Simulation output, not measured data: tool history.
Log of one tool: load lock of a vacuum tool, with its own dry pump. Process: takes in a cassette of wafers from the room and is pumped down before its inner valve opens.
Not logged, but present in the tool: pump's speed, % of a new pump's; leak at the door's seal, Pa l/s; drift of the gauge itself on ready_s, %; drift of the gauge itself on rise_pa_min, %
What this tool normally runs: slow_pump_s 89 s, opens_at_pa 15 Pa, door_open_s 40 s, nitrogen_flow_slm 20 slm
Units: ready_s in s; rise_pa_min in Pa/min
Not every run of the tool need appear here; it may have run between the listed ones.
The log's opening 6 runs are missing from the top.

run,hour,slow_pump_s,opens_at_pa,door_open_s,nitrogen_flow_slm,hours that the pump has run since its overhaul,times that the door has closed on its seal,"incoming humidity of the room's air, %",ready_s,rise_pa_min
7,993.6,89,15,42,20,11057,63402,43.6,171.5,0.557
8,1201.5,89,15,60,20,11265,64364,44.5,171.4,0.572
9,1425.8,89,15,201,20,11489,65403,42.6,171.2,0.6
10,1547,89,15,40,20,11610,65964,41.4,171.7,0.593
11,1798.1,89,11,40,20,11861,67127,45.8,173.9,0.621
12,1966.3,89,11,40,20,12030,67906,41.2,174.9,0.618
# hour 2079.4: door's seal changed, seat wiped
13,2083.6,89,11,40,20,12146,19,42.7,174.7,0.033
14,2216.7,89,15,40,20,12279,635,46.3,171.7,0.034
15,2430.7,89,15,40,20,12493,1627,45.9,170.4,0.035
16,2595.6,89,15,193,20,12657,2390,43.5,174,0.06
17,2789.3,89,15,40,20,12851,3287,44.5,172.4,0.043
18,2935.3,89,15,40,20,12997,3963,43.6,173.2,0.04
19,3186,60,15,40,4,13248,5124,45.4,147.6,0.064
# hour 3320.5: dry pump taken out, an overhauled one fitted
20,3389.8,60,10,39,4,69,6040,45.8,140.3,0.066
21,3523.8,89,20,40,9,203,6661,44,158.5,0.059
22,3756.8,89,20,40,9,436,7739,43.6,159.2,0.06

Run 23, settings as shown, results not yet in. Your forecast:
23,3971.9,133,25,60,7,651,8736,43,?,?

ready_s: 196 s
rise_pa_min: 0.076 Pa/min
Without the tool's hidden state the same run would have given ready_s 195.6 s, rise_pa_min 0.046 Pa/min.
